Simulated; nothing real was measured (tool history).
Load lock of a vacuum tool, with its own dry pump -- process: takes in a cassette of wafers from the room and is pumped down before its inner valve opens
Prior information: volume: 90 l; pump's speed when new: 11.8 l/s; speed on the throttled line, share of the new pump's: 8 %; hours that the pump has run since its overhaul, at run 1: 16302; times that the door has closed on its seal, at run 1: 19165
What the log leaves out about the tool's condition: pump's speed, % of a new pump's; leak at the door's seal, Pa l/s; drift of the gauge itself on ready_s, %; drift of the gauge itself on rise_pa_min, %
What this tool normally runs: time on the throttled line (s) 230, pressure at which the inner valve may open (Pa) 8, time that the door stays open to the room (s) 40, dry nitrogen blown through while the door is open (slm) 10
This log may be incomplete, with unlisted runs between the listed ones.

| run | hour | time on the throttled line (s) | pressure at which the inner valve may open (Pa) | time that the door stays open to the room (s) | dry nitrogen blown through while the door is open (slm) | hours that the pump has run since its overhaul | times that the door has closed on its seal | incoming humidity of the room's air, % | time from the closed door until the inner valve may open (s) | rise of the pressure with all valves shut (Pa/min) |
|---|---|---|---|---|---|---|---|---|---|---|
| 1 | 0.0 | 230 | 8 | 40 | 10 | 16302 | 19165 | 49.1 | 296.0 | 0.092 |
| 2 | 579.9 | 230 | 8 | 40 | 10 | 16882 | 20366 | 44.3 | 296.9 | 0.100 |
| 3 | 1068.8 | 230 | 8 | 40 | 10 | 17371 | 21378 | 47.5 | 296.5 | 0.107 |
| 4 | 1600.1 | 230 | 8 | 40 | 10 | 17902 | 22477 | 47.3 | 296.9 | 0.124 |
| 5 | 2158.3 | 230 | 8 | 40 | 10 | 18460 | 23633 | 45.7 | 297.1 | 0.125 |
| 6 | 2814.2 | 230 | 8 | 40 | 10 | 19116 | 24991 | 48.5 | 298.7 | 0.143 |
| 7 | 3199.0 | 230 | 8 | 40 | 10 | 19501 | 25787 | 47.3 | 298.8 | 0.141 |
| 8 | 3656.4 | 230 | 8 | 40 | 10 | 19959 | 26734 | 44.4 | 297.9 | 0.152 |
|  | 4303.3 | dry pump taken out, an overhauled one fitted |
| 9 | 4321.4 | 230 | 12 | 40 | 10 | 18 | 28098 | 45.0 | 280.9 | 0.167 |
| 10 | 4673.2 | 230 | 12 | 40 | 10 | 370 | 28826 | 46.7 | 280.8 | 0.170 |
| 11 | 5073.5 | 230 | 12 | 40 | 10 | 770 | 29654 | 46.0 | 280.9 | 0.178 |
| 12 | 5342.1 | 230 | 12 | 40 | 10 | 1039 | 30211 | 43.0 | 281.9 | 0.183 |
| 13 | 5876.7 | 230 | 12 | 40 | 10 | 1573 | 31317 | 45.4 | 281.8 | 0.184 |
| 14 | 6283.3 | 230 | 8 | 65 | 20 | 1980 | 32159 | 44.1 | 286.8 | 0.195 |
| 15 | 6571.0 | 158 | 8 | 40 | 10 | 2268 | 32754 | 42.9 | 219.8 | 0.202 |
| 16 | 7127.9 | 276 | 10 | 40 | 10 | 2825 | 33907 | 46.6 | 327.3 | 0.209 |

Run 17 is up next; what results do you expect?
| 17 | 7694.1 | 458 | 14 | 40 | 10 | 3391 | 35079 | 45.5 | ? | ? |

{"run 17": {"time from the closed door until the inner valve may open (s)": 489.5, "rise of the pressure with all valves shut (Pa/min)": 0.23}}
With the hidden condition absent and the run-to-run variation left alone, this run would have shown time from the closed door until the inner valve may open (s) 487.9, rise of the pressure with all valves shut (Pa/min) 0.023.

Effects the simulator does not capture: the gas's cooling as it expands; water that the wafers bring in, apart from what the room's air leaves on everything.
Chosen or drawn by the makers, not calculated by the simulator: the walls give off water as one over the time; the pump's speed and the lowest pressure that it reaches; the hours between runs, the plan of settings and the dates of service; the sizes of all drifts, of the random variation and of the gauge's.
